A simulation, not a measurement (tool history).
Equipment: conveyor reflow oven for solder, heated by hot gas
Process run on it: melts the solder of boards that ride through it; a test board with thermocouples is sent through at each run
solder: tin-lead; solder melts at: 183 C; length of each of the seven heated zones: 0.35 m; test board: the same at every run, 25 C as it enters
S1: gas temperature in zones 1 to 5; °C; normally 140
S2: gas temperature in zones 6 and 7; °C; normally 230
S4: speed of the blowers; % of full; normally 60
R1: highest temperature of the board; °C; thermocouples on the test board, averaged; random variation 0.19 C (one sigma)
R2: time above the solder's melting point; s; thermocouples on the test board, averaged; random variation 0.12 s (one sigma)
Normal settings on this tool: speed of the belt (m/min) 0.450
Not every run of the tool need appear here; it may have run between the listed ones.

{"run": 1, "hour": 0.0, "S1": 140, "S2": 230, "speed of the belt (m/min)": 0.45, "S4": 60, "R1": 212.3, "R2": 65.9}
{"run": 2, "hour": 9.2, "S1": 140, "S2": 230, "speed of the belt (m/min)": 0.45, "S4": 60, "R1": 212.2, "R2": 65.8}
{"run": 3, "hour": 18.6, "S1": 140, "S2": 230, "speed of the belt (m/min)": 0.45, "S4": 60, "R1": 212.5, "R2": 66.0}
{"run": 4, "hour": 27.6, "S1": 140, "S2": 225, "speed of the belt (m/min)": 0.45, "S4": 60, "R1": 207.8, "R2": 61.0}
{"run": 5, "hour": 32.5, "S1": 140, "S2": 225, "speed of the belt (m/min)": 0.45, "S4": 60, "R1": 207.5, "R2": 60.7}
{"run": 6, "hour": 38.3, "S1": 140, "S2": 225, "speed of the belt (m/min)": 0.45, "S4": 60, "R1": 207.8, "R2": 60.9}
{"run": 7, "hour": 44.7, "S1": 140, "S2": 225, "speed of the belt (m/min)": 0.45, "S4": 60, "R1": 207.9, "R2": 60.9}
{"run": 8, "hour": 50.3, "S1": 140, "S2": 230, "speed of the belt (m/min)": 0.45, "S4": 60, "R1": 211.7, "R2": 65.9}
{"run": 9, "hour": 59.9, "S1": 140, "S2": 235, "speed of the belt (m/min)": 0.45, "S4": 60, "R1": 216.5, "R2": 70.2}
{"run": 10, "hour": 70.3, "S1": 140, "S2": 230, "speed of the belt (m/min)": 0.45, "S4": 60, "R1": 212.1, "R2": 65.5}
{"run": 11, "hour": 77.0, "S1": 140, "S2": 230, "speed of the belt (m/min)": 0.45, "S4": 60, "R1": 212.4, "R2": 65.6}
{"run": 12, "hour": 81.6, "S1": 147, "S2": 230, "speed of the belt (m/min)": 0.45, "S4": 60, "R1": 213.9, "R2": 70.5}
{"run": 13, "hour": 88.8, "S1": 140, "S2": 230, "speed of the belt (m/min)": 0.45, "S4": 60, "R1": 211.7, "R2": 65.5}
{"run": 14, "hour": 93.1, "S1": 140, "S2": 230, "speed of the belt (m/min)": 0.45, "S4": 60, "R1": 212.1, "R2": 65.8}
{"run": 15, "hour": 102.9, "S1": 140, "S2": 230, "speed of the belt (m/min)": 0.524, "S4": 60, "R1": 206.8, "R2": 49.3}
{"run": 16, "hour": 108.2, "S1": 145, "S2": 230, "speed of the belt (m/min)": 0.45, "S4": 60, "R1": 212.7, "R2": 68.8}
{"run": 17, "hour": 117.3, "S1": 149, "S2": 225, "speed of the belt (m/min)": 0.45, "S4": 81, "R1": 211.8, "R2": 71.6}
{"run": 18, "hour": 122.3, "S1": 149, "S2": 225, "speed of the belt (m/min)": 0.45, "S4": 81, "R1": 211.9, "R2": 71.3}
{"run": 19, "hour": 129.3, "S1": 140, "S2": 235, "speed of the belt (m/min)": 0.442, "S4": 85, "R1": 220.3, "R2": 76.2}
{"run": 20, "hour": 139.0, "S1": 140, "S2": 238, "speed of the belt (m/min)": 0.508, "S4": 53, "R1": 213.3, "R2": 57.5}
{"run": 21, "hour": 149.4, "S1": 140, "S2": 238, "speed of the belt (m/min)": 0.508, "S4": 53, "R1": 213.2, "R2": 57.5}
{"run": 22, "hour": 155.2, "S1": 140, "S2": 238, "speed of the belt (m/min)": 0.508, "S4": 53, "R1": 212.8, "R2": 57.4}
{"run": 23, "hour": 162.5, "S1": 141, "S2": 229, "speed of the belt (m/min)": 0.461, "S4": 52, "R1": 208.6, "R2": 60.0}
{"run": 24, "hour": 167.7, "S1": 146, "S2": 229, "speed of the belt (m/min)": 0.4, "S4": 76, "R1": 216.9, "R2": 84.6}
{"run": 25, "hour": 177.4, "S1": 146, "S2": 229, "speed of the belt (m/min)": 0.4, "S4": 76, "R1": 217.0, "R2": 84.7}
{"run": 26, "hour": 187.7, "S1": 146, "S2": 229, "speed of the belt (m/min)": 0.4, "S4": 76, "R1": 217.0, "R2": 84.7}
{"run": 27, "hour": 196.2, "S1": 140, "S2": 229, "speed of the belt (m/min)": 0.406, "S4": 76, "R1": 215.9, "R2": 79.0}
{"run": 28, "hour": 203.9, "S1": 151, "S2": 231, "speed of the belt (m/min)": 0.393, "S4": 67, "R1": 218.8, "R2": 90.5}
{"run": 29, "hour": 213.6, "S1": 153, "S2": 230, "speed of the belt (m/min)": 0.45, "S4": 60, "R1": 213.9, "R2": 74.6}
{"run": 30, "hour": 222.9, "S1": 153, "S2": 231, "speed of the belt (m/min)": 0.4, "S4": 57, "R1": 217.4, "R2": 88.6}
{"run": 31, "hour": 228.7, "S1": 140, "S2": 238, "speed of the belt (m/min)": 0.363, "S4": 60, "R1": 224.8, "R2": 97.4}

Pick out some run-to-run changes in R1. Of each, how much would a tool without hidden state show as well, from the settings, what came in and chance, and how much is left for the hidden state and any gauge scatter not in both results compared?
Unlogged tool condition in this case: heat that the gas passes to the board, % of a clean oven's; belt's true speed, % of the reading; true gas temperature in zones 6 and 7 over the reading, C; drift of the gauge itself on peak_c, C; drift of the gauge itself on liquid_s, %.
Run 3 -> 4: S2 230 -> 225. R1 -4.7 °C: hidden state -0.1, all else -4.6.
Run 5 -> 6: no setting touched and nothing written in the log between the runs. R1 +0.3 °C: hidden state -0.1, all else +0.4.
Run 9 -> 10: S2 235 -> 230. R1 -4.4 °C: hidden state -0.1, all else -4.3.
Run 18 -> 19: S1 149 -> 140, S2 225 -> 235, speed of the belt (m/min) 0.450 -> 0.442, S4 81 -> 85. R1 +8.4 °C: hidden state -0.1, all else +8.5.
Run 23 -> 24: S1 141 -> 146, speed of the belt (m/min) 0.461 -> 0.400, S4 52 -> 76. R1 +8.3 °C: hidden state -0.1, all else +8.4.
Run 30 -> 31: S1 153 -> 140, S2 231 -> 238, speed of the belt (m/min) 0.400 -> 0.363, S4 57 -> 60. R1 +7.4 °C: hidden state -0.1, all else +7.5.
